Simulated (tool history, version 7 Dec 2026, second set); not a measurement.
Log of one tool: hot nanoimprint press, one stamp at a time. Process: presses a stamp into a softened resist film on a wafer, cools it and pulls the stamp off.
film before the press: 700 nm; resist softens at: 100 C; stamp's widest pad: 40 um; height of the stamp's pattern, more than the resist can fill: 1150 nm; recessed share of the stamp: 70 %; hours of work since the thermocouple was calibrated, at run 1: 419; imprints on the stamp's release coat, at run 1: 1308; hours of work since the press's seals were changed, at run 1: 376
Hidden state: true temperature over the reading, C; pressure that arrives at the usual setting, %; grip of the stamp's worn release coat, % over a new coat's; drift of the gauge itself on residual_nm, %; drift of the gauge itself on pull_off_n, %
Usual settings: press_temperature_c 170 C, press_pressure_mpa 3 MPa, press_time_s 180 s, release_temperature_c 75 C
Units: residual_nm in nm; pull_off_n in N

run     day  press_temperature_c  press_pressure_mpa  press_time_s  release_temperature_c  hours of work since the thermocouple was calibrated  imprints on the stamp's release coat  hours of work since the press's seals were changed  residual_nm  pull_off_n
  1       0                  170                   3           180                     75                                                  419                                  1308                                                 376        331.3         331
  2   0.721                  175                   3           180                     75                                                  431                                  1379                                                 389        278.3         334
  3   1.383                  175                   3           180                     75                                                  443                                  1444                                                 400        278.1         342
      1.742  -- plate thermocouple calibrated
  4   2.108                  175                   3           180                     75                                                    6                                  1503                                                 411        262.5         324
  5   2.425                  175                   3           180                     75                                                   12                                  1534                                                 416        266.9         343
  6   3.046                  166                   3           180                     75                                                   23                                  1595                                                 427        363.9         335
  7   3.567                  178                   3           180                     75                                                   32                                  1646                                                 436        236.2         354
  8   4.325                  178                   3           180                     75                                                   45                                  1721                                                 450        240.7         354
  9   4.708                  178                   3           180                     75                                                   52                                  1758                                                 456        240.1         362
 10   5.071                  170                   3           180                     75                                                   58                                  1794                                                 463        317.7         362
 11   5.842                  170                2.82           180                     75                                                   72                                  1870                                                 476        332.4         378
 12   6.438                  170                2.82           180                     82                                                   82                                  1928                                                 487        330.1         312
 13   6.917                  170                2.82           180                     82                                                   91                                  1975                                                 495        333.2         314
 14   7.542                  170                2.82           180                     82                                                  101                                  2037                                                 506        331.4         309
      8.212  -- stamp cleaned and given a new release coat
 15   8.508                  161                   3           180                     75                                                  114                                    29                                                 519        436.1         199
 16   9.088                  161                   3           180                     75                                                  124                                    86                                                 529        439.2         212
 17   9.471                  161                2.53           111                     82                                                  131                                   124                                                 535        519.9         177
 18  10.158                  174                3.54           180                     75                                                  143                                   191                                                 547        257.3         215
 19  10.675                  174                3.54           180                     75                                                  152                                   242                                                 556        256.9         219
 20    11.4                  170                4.75            95                     81                                                  165                                   313                                                 569        320.2         187
 21  11.888                  171                2.12           218                     64                                                  173                                   361                                                 578        351.7         307
 22  12.442                  182                3.07           105                     80                                                  183                                   415                                                 587        253.5         205
 23  13.133                  182                3.07           105                     80                                                  195                                   483                                                 599        256.7         218
 24  13.712                  182                3.07           105                     80                                                  205                                   541                                                 610          254         207
 25  14.229                  182                 3.3           105                     80                                                  214                                   591                                                 619        248.1         219

Run 26 comes next. What will it give?
 26  14.854                  182                 3.3           105                     80                                                  225                                   652                                                 630            ?           ?

residual_nm: 247.6 nm
pull_off_n: 229 N
Without the tool's hidden state the same run would have given residual_nm 233.5 nm, pull_off_n 177 N.
